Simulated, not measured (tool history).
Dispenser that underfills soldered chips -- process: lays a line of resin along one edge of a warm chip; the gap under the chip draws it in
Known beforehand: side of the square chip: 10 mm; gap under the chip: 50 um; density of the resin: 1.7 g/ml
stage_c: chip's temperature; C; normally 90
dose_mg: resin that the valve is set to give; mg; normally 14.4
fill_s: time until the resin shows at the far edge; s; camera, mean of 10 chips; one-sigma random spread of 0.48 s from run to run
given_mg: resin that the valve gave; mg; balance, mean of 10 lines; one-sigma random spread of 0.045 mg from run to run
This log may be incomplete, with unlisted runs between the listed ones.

run,day,stage_c,dose_mg,fill_s,given_mg
1,0.000,90,14.4,49.5,14.20
2,0.225,90,14.4,60.0,14.09
# day 0.267: new syringe of resin
3,0.383,90,14.4,41.1,14.27
4,0.546,90,14.4,47.0,14.21
# day 0.783: new syringe of resin
5,0.867,90,14.4,39.7,14.19
6,1.062,90,13.1,48.9,12.90
# day 1.312: new syringe of resin
7,1.392,90,13.1,39.6,12.87
8,1.629,90,13.1,49.3,12.76
9,1.762,90,15.5,56.1,15.31
# day 1.846: new syringe of resin
10,2.029,90,14.4,44.5,14.14
11,2.342,90,15.7,58.0,15.25
# day 2.383: new syringe of resin
12,2.638,90,15.7,45.1,15.38
# day 2.904: new syringe of resin
13,2.958,90,15.7,38.0,15.23
14,3.267,90,15.7,51.4,15.29
# day 3.438: new syringe of resin
15,3.562,90,15.7,40.8,15.18
16,3.871,90,18.1,54.9,17.61
# day 3.967: new syringe of resin
17,4.200,90,18.1,44.0,17.48
18,4.425,90,18.1,55.1,17.49
# day 4.492: new syringe of resin
19,4.733,90,18.1,43.9,17.40
20,4.942,105,14.4,33.9,13.84
# day 5.008: new syringe of resin
21,5.154,99,15.1,29.6,14.53
22,5.383,99,15.1,37.0,14.52
# day 5.529: new syringe of resin
23,5.667,96,13.0,33.3,12.49
24,5.808,90,18.2,46.1,17.57
# day 6.054: new syringe of resin
25,6.054,90,18.2,34.9,17.42
26,6.196,100,14.7,29.1,14.08
27,6.442,101,14.2,35.9,13.58
# day 6.588: new syringe of resin
28,6.633,81,12.9,52.4,12.30
29,6.800,92,15.5,40.5,14.80
30,6.933,84,12.7,64.1,12.16
# day 7.108: new syringe of resin
31,7.117,90,14.1,35.5,13.50
32,7.325,90,14.1,44.1,13.47
# day 7.429: dispensing valve cleaned and set on the balance
33,7.525,90,14.1,50.6,13.97
# day 7.696: new syringe of resin
34,7.833,90,14.1,40.9,14.10
35,8.158,101,14.1,37.9,14.06

Difference, measured minus no-hidden-state, one row per run. Run-to-run variation is common to both terms; the gauge's own scatter need not be:
Hidden state at play: resin's viscosity, % of fresh resin's; dose that the valve gives, % of what is set; true chip temperature over the reading, C; drift of the gauge itself on fill_s, %; drift of the gauge itself on given_mg, %.
run,fill_s,given_mg
1,+11.1,-0.17
2,+22.5,-0.19
3,+3.4,-0.20
4,+10.3,-0.21
5,+1.8,-0.23
6,+10.3,-0.22
7,+1.2,-0.24
8,+11.4,-0.25
9,+17.9,-0.31
10,+5.9,-0.31
11,+20.9,-0.36
12,+8.6,-0.38
13,+0.4,-0.40
14,+13.7,-0.43
15,+3.2,-0.44
16,+17.3,-0.55
17,+7.5,-0.58
18,+18.4,-0.59
19,+7.5,-0.61
20,+10.9,-0.50
21,+2.5,-0.55
22,+10.1,-0.57
23,+2.7,-0.50
24,+8.8,-0.71
25,-2.0,-0.74
26,+2.4,-0.60
27,+10.1,-0.59
28,-0.2,-0.55
29,+5.8,-0.67
30,+16.0,-0.57
31,-1.5,-0.64
32,+6.5,-0.65
33,+13.6,-0.03
34,+2.5,-0.05
35,+12.3,-0.07
